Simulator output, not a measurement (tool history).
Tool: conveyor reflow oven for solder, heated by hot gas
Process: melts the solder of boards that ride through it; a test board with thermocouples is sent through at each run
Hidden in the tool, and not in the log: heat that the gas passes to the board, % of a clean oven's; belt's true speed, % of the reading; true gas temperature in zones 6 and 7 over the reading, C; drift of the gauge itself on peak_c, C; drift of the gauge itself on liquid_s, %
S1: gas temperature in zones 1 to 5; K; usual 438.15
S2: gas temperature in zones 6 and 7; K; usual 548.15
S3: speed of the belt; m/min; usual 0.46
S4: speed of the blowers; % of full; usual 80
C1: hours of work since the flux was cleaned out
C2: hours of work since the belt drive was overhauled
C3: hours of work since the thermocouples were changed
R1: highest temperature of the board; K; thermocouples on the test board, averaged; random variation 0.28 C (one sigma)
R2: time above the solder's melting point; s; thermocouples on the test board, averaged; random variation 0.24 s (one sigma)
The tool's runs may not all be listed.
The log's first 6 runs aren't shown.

{"run": 7, "hour": 167.9, "S1": 449.15, "S2": 548.15, "S3": 0.46, "S4": 80, "C1": 80, "C2": 502, "C3": 677, "R1": 536.05, "R2": 78}
{"run": 8, "hour": 205.0, "S1": 449.15, "S2": 548.15, "S3": 0.46, "S4": 80, "C1": 96, "C2": 518, "C3": 692, "R1": 535.85, "R2": 78.1}
{"run": 9, "hour": 225.6, "S1": 449.15, "S2": 548.15, "S3": 0.46, "S4": 80, "C1": 105, "C2": 527, "C3": 701, "R1": 535.85, "R2": 77.5}
{"run": 10, "hour": 252.5, "S1": 426.15, "S2": 548.15, "S3": 0.46, "S4": 80, "C1": 116, "C2": 538, "C3": 713, "R1": 532.95, "R2": 67.7}
{"run": 11, "hour": 269.5, "S1": 426.15, "S2": 548.15, "S3": 0.46, "S4": 80, "C1": 124, "C2": 545, "C3": 720, "R1": 532.55, "R2": 68.1}
{"run": 12, "hour": 295.4, "S1": 438.15, "S2": 548.15, "S3": 0.46, "S4": 80, "C1": 135, "C2": 556, "C3": 731, "R1": 534.15, "R2": 72.8}
{"run": 13, "hour": 320.9, "S1": 438.15, "S2": 548.15, "S3": 0.46, "S4": 80, "C1": 145, "C2": 567, "C3": 742, "R1": 534.85, "R2": 72.7}
{"run": 14, "hour": 347.8, "S1": 438.15, "S2": 536.15, "S3": 0.46, "S4": 80, "C1": 157, "C2": 579, "C3": 753, "R1": 523.75, "R2": 64.9}
{"run": 15, "hour": 378.3, "S1": 438.15, "S2": 538.15, "S3": 0.46, "S4": 80, "C1": 170, "C2": 592, "C3": 766, "R1": 525.55, "R2": 65.9}
{"hour": 397.8, "done": "thermocouples of zones 6 and 7 changed"}
{"run": 16, "hour": 402.2, "S1": 438.15, "S2": 538.15, "S3": 0.46, "S4": 80, "C1": 179, "C2": 601, "C3": 2, "R1": 525.65, "R2": 66.6}
{"hour": 435.1, "done": "flux residue cleaned out of gas plates and filters"}
{"run": 17, "hour": 435.1, "S1": 425.15, "S2": 548.15, "S3": 0.46, "S4": 80, "C1": 0, "C2": 613, "C3": 14, "R1": 532.75, "R2": 67.5}
{"run": 18, "hour": 469.7, "S1": 438.15, "S2": 554.15, "S3": 0.396, "S4": 73, "C1": 15, "C2": 628, "C3": 28, "R1": 542.75, "R2": 91}
{"run": 19, "hour": 501.1, "S1": 427.15, "S2": 555.15, "S3": 0.396, "S4": 73, "C1": 28, "C2": 641, "C3": 42, "R1": 542.45, "R2": 86.3}
{"run": 20, "hour": 533.0, "S1": 427.15, "S2": 555.15, "S3": 0.396, "S4": 73, "C1": 42, "C2": 655, "C3": 55, "R1": 542.35, "R2": 86.6}
{"run": 21, "hour": 552.4, "S1": 448.15, "S2": 555.15, "S3": 0.396, "S4": 89, "C1": 50, "C2": 663, "C3": 64, "R1": 547.85, "R2": 97.5}
{"run": 22, "hour": 579.9, "S1": 437.15, "S2": 561.15, "S3": 0.425, "S4": 67, "C1": 62, "C2": 675, "C3": 75, "R1": 544.75, "R2": 84.8}
{"run": 23, "hour": 607.2, "S1": 438.15, "S2": 548.15, "S3": 0.52, "S4": 80, "C1": 73, "C2": 686, "C3": 87, "R1": 530.45, "R2": 61}
{"run": 24, "hour": 631.1, "S1": 438.15, "S2": 548.15, "S3": 0.52, "S4": 80, "C1": 83, "C2": 696, "C3": 97, "R1": 530.55, "R2": 60.8}
{"run": 25, "hour": 648.1, "S1": 438.15, "S2": 548.15, "S3": 0.435, "S4": 55, "C1": 91, "C2": 704, "C3": 104, "R1": 527.55, "R2": 70}
{"run": 26, "hour": 666.9, "S1": 437.15, "S2": 554.15, "S3": 0.46, "S4": 74, "C1": 99, "C2": 712, "C3": 112, "R1": 538.05, "R2": 74.4}
{"run": 27, "hour": 686.2, "S1": 438.15, "S2": 548.15, "S3": 0.46, "S4": 58, "C1": 107, "C2": 720, "C3": 121, "R1": 526.85, "R2": 65.1}
{"run": 28, "hour": 722.5, "S1": 438.15, "S2": 548.15, "S3": 0.46, "S4": 58, "C1": 122, "C2": 735, "C3": 136, "R1": 526.65, "R2": 64.6}
{"run": 29, "hour": 754.9, "S1": 438.15, "S2": 548.15, "S3": 0.46, "S4": 58, "C1": 136, "C2": 749, "C3": 150, "R1": 526.75, "R2": 65.2}
{"run": 30, "hour": 775.2, "S1": 425.15, "S2": 548.15, "S3": 0.432, "S4": 80, "C1": 145, "C2": 758, "C3": 159, "R1": 535.25, "R2": 73.5}
{"run": 31, "hour": 795.9, "S1": 440.15, "S2": 548.15, "S3": 0.46, "S4": 67, "C1": 154, "C2": 767, "C3": 167, "R1": 530.55, "R2": 69.5}

Forecast each of these 4 alternatives for the next run:
{"run": "A", "hour": 821.7, "S1": 438.15, "S2": 547.15, "S3": 0.46, "S4": 80, "C1": 165, "C2": 778, "C3": 178, "R1": "?", "R2": "?"}
{"run": "B", "hour": 821.7, "S1": 431.15, "S2": 548.15, "S3": 0.434, "S4": 67, "C1": 165, "C2": 778, "C3": 178, "R1": "?", "R2": "?"}
{"run": "C", "hour": 821.7, "S1": 440.15, "S2": 555.15, "S3": 0.46, "S4": 67, "C1": 165, "C2": 778, "C3": 178, "R1": "?", "R2": "?"}
{"run": "D", "hour": 821.7, "S1": 440.15, "S2": 548.15, "S3": 0.544, "S4": 65, "C1": 165, "C2": 778, "C3": 178, "R1": "?", "R2": "?"}

run=A R1=533.25 R2=72
run=B R1=531.35 R2=71.5
run=C R1=536.75 R2=74
run=D R1=523.75 R2=52.2
Without the tool's hidden state the same runs would have given:
run=A R1=533.25 R2=72
run=B R1=531.35 R2=71.4
run=C R1=536.75 R2=74
run=D R1=523.75 R2=52.1
